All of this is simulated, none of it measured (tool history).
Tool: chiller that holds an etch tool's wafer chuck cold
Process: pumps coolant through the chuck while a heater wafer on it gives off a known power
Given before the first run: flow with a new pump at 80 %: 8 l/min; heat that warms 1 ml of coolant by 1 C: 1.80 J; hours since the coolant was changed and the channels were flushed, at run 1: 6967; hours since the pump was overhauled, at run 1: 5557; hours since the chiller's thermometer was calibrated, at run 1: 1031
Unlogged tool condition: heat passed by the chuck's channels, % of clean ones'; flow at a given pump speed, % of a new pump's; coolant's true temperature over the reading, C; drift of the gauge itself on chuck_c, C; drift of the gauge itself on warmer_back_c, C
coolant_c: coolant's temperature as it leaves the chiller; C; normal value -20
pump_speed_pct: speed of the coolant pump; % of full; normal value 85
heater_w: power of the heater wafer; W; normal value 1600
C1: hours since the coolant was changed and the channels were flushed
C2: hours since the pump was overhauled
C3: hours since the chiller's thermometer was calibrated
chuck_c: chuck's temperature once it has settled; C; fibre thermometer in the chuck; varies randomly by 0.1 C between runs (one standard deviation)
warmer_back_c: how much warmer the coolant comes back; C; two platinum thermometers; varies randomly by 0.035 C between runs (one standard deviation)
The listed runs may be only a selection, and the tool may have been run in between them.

{"run": 1, "hour": 0.0, "coolant_c": -20, "pump_speed_pct": 85, "heater_w": 1600, "C1": 6967, "C2": 5557, "C3": 1031, "chuck_c": -5.7, "warmer_back_c": 6.83}
{"run": 2, "hour": 112.1, "coolant_c": -20, "pump_speed_pct": 85, "heater_w": 1600, "C1": 7079, "C2": 5669, "C3": 1143, "chuck_c": -5.8, "warmer_back_c": 6.79}
{"run": 3, "hour": 234.2, "coolant_c": -20, "pump_speed_pct": 85, "heater_w": 1600, "C1": 7202, "C2": 5792, "C3": 1265, "chuck_c": -5.4, "warmer_back_c": 6.79}
{"run": 4, "hour": 337.8, "coolant_c": -20, "pump_speed_pct": 85, "heater_w": 1600, "C1": 7305, "C2": 5895, "C3": 1369, "chuck_c": -5.4, "warmer_back_c": 6.88}
{"run": 5, "hour": 435.5, "coolant_c": -20, "pump_speed_pct": 85, "heater_w": 1600, "C1": 7403, "C2": 5993, "C3": 1467, "chuck_c": -5.4, "warmer_back_c": 6.84}
{"run": 6, "hour": 505.6, "coolant_c": -20, "pump_speed_pct": 85, "heater_w": 1600, "C1": 7473, "C2": 6063, "C3": 1537, "chuck_c": -5.3, "warmer_back_c": 6.88}
{"run": 7, "hour": 580.9, "coolant_c": -20, "pump_speed_pct": 92, "heater_w": 1600, "C1": 7548, "C2": 6138, "C3": 1612, "chuck_c": -6.4, "warmer_back_c": 6.38}
{"run": 8, "hour": 666.3, "coolant_c": -25, "pump_speed_pct": 85, "heater_w": 1600, "C1": 7634, "C2": 6224, "C3": 1698, "chuck_c": -10.5, "warmer_back_c": 6.91}
{"hour": 680.2, "done": "coolant pump overhauled"}
{"run": 9, "hour": 758.7, "coolant_c": -20, "pump_speed_pct": 85, "heater_w": 922, "C1": 7721, "C2": 79, "C3": 1785, "chuck_c": -11.2, "warmer_back_c": 4.24}
{"run": 10, "hour": 820.9, "coolant_c": -25, "pump_speed_pct": 70, "heater_w": 1600, "C1": 7783, "C2": 141, "C3": 1847, "chuck_c": -7.4, "warmer_back_c": 8.97}
{"run": 11, "hour": 940.3, "coolant_c": -19, "pump_speed_pct": 98, "heater_w": 972, "C1": 7903, "C2": 260, "C3": 1967, "chuck_c": -10.7, "warmer_back_c": 3.84}
{"run": 12, "hour": 1019.5, "coolant_c": -19, "pump_speed_pct": 65, "heater_w": 1311, "C1": 7982, "C2": 339, "C3": 2046, "chuck_c": -3.8, "warmer_back_c": 8}
{"run": 13, "hour": 1090.1, "coolant_c": -19, "pump_speed_pct": 65, "heater_w": 1311, "C1": 8052, "C2": 410, "C3": 2116, "chuck_c": -3.6, "warmer_back_c": 8.05}
{"run": 14, "hour": 1200.7, "coolant_c": -19, "pump_speed_pct": 65, "heater_w": 1311, "C1": 8163, "C2": 521, "C3": 2227, "chuck_c": -3.5, "warmer_back_c": 8.04}

Below are 5 alternative next runs, each starting from the tool's condition after run 14. Predict each:
{"run": "A", "hour": 1276.4, "coolant_c": -20, "pump_speed_pct": 85, "heater_w": 1783, "C1": 8239, "C2": 596, "C3": 2303, "chuck_c": "?", "warmer_back_c": "?"}
{"run": "B", "hour": 1276.4, "coolant_c": -19, "pump_speed_pct": 65, "heater_w": 1958, "C1": 8239, "C2": 596, "C3": 2303, "chuck_c": "?", "warmer_back_c": "?"}
{"run": "C", "hour": 1276.4, "coolant_c": -20, "pump_speed_pct": 94, "heater_w": 1600, "C1": 8239, "C2": 596, "C3": 2303, "chuck_c": "?", "warmer_back_c": "?"}
{"run": "D", "hour": 1276.4, "coolant_c": -20, "pump_speed_pct": 85, "heater_w": 2078, "C1": 8239, "C2": 596, "C3": 2303, "chuck_c": "?", "warmer_back_c": "?"}
{"run": "E", "hour": 1276.4, "coolant_c": -22, "pump_speed_pct": 62, "heater_w": 1028, "C1": 8239, "C2": 596, "C3": 2303, "chuck_c": "?", "warmer_back_c": "?"}

run=A chuck_c=-2.9 warmer_back_c=8.22
run=B chuck_c=4.1 warmer_back_c=12.04
run=C chuck_c=-5.6 warmer_back_c=6.71
run=D chuck_c=0.1 warmer_back_c=9.57
run=E chuck_c=-9.5 warmer_back_c=6.57
Without the tool's unlogged condition, the same runs would have read:
run=A chuck_c=-6.1 warmer_back_c=6.95
run=B chuck_c=-0.3 warmer_back_c=10.19
run=C chuck_c=-8.2 warmer_back_c=5.67
run=D chuck_c=-3.7 warmer_back_c=8.08
run=E chuck_c=-11.8 warmer_back_c=5.55

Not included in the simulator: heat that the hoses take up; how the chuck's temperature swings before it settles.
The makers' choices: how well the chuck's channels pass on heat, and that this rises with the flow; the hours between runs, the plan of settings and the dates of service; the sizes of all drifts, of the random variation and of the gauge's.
